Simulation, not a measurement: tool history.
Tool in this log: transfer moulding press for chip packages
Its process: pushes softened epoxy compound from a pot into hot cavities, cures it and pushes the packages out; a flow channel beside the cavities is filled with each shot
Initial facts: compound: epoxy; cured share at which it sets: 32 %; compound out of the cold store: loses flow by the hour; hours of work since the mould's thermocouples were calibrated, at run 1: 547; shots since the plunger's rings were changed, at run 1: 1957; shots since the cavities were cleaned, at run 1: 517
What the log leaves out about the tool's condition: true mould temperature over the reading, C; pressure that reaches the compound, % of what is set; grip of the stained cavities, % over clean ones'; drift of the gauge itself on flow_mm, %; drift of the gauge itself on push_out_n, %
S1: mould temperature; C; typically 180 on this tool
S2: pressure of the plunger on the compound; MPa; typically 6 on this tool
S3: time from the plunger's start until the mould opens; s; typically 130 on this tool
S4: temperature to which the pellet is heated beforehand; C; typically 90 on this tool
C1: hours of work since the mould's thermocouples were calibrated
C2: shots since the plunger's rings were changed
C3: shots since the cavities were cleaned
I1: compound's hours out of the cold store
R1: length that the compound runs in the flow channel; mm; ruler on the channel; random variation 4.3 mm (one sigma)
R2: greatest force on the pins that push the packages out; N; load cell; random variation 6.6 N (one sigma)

run,hour,S1,S2,S3,S4,C1,C2,C3,I1,R1,R2
1,0,180,6,130,90,547,1957,517,46.1,653,384
2,44.6,180,6,126,90,581,2473,1033,45.4,647,491
# hour 60.5: cavities cleaned with cleaning compound and waxed
3,68.8,180,6,126,90,598,2736,95,45.3,632,604
4,90.7,180,6,126,90,614,2990,349,36,668,605
# hour 138.4: mould's thermocouples calibrated
5,141.1,180,6,126,90,2,3551,910,46.4,630,561
# hour 165.7: cavities cleaned with cleaning compound and waxed
6,175.9,180,6,126,90,27,3936,118,40.6,641,291
7,207.2,180,6,126,90,50,4298,480,37,649,391
# hour 231.2: cavities cleaned with cleaning compound and waxed, once more
8,232.3,179,6,130,90,68,4572,12,15.7,709,274
9,255.9,181,6,130,90,85,4845,285,19.3,696,337
10,297.8,181,6,130,90,117,5330,770,16,706,403
# hour 310: plunger's sealing rings changed
# hour 338.3: cavities cleaned with cleaning compound and waxed
11,342.8,180,6,130,90,147,364,53,28.1,723,288
12,366.9,180,6,130,90,165,643,332,10.1,784,361
13,397.6,180,6,130,90,188,998,687,40.2,672,415
14,424.5,180,6,130,90,208,1310,999,31.1,706,464
# hour 441: cavities cleaned with cleaning compound and waxed
15,469.8,186,5.11,130,90,241,1817,334,41.1,605,336
16,490.9,185,5.5,129,86,257,2061,578,28.5,663,376
17,526.4,182,6,130,92,283,2472,989,16.7,729,442
# hour 543.7: cavities cleaned with cleaning compound and waxed
18,550.2,173,4.94,130,97,300,2730,75,11.7,696,406
19,594.8,173,4.94,130,97,333,3247,592,41.9,595,517
20,638.9,180,6.63,129,82,366,3758,1103,41.2,671,484
# hour 645.7: cavities cleaned with cleaning compound and waxed
21,674.7,180,5.78,110,99,392,4154,336,9.6,724,445
22,717.7,183,5.78,152,87,424,4652,834,47.9,591,400
# hour 747.9: cavities cleaned with cleaning compound and waxed
23,747.9,180,6,165,90,445,4985,0,13.8,711,240
24,770,177,6,148,90,462,5241,256,15.2,704,333
# hour 791.2: plunger's sealing rings changed
25,820.7,188,6,116,90,498,341,814,9.9,775,384
# hour 854.6: cavities cleaned with cleaning compound and waxed
26,861,183,6.53,120,90,527,790,74,41.2,700,274
27,891.3,180,6,130,88,549,1141,425,17.1,764,376

For some of the steps in R1 from one run to the next: how much would appear even if the tool had no hidden state, given the settings, what came in and random variation, and how much remains for the hidden state plus any gauge scatter that the measured result and the result without hidden state don't share?
Run 10 -> 11: S1 181 -> 180, plunger's sealing rings changed, cavities cleaned with cleaning compound and waxed. R1 +17 mm: hidden state +67, all else -50.
Run 21 -> 22: S1 180 -> 183, S3 110 -> 152, S4 99 -> 87. R1 -133 mm: hidden state +4, all else -137.
Run 22 -> 23: S1 183 -> 180, S2 5.78 -> 6, S3 152 -> 165, S4 87 -> 90, cavities cleaned with cleaning compound and waxed. R1 +120 mm: hidden state -16, all else +136.
Run 24 -> 25: S1 177 -> 188, S3 148 -> 116, plunger's sealing rings changed. R1 +71 mm: hidden state +69, all else +2.

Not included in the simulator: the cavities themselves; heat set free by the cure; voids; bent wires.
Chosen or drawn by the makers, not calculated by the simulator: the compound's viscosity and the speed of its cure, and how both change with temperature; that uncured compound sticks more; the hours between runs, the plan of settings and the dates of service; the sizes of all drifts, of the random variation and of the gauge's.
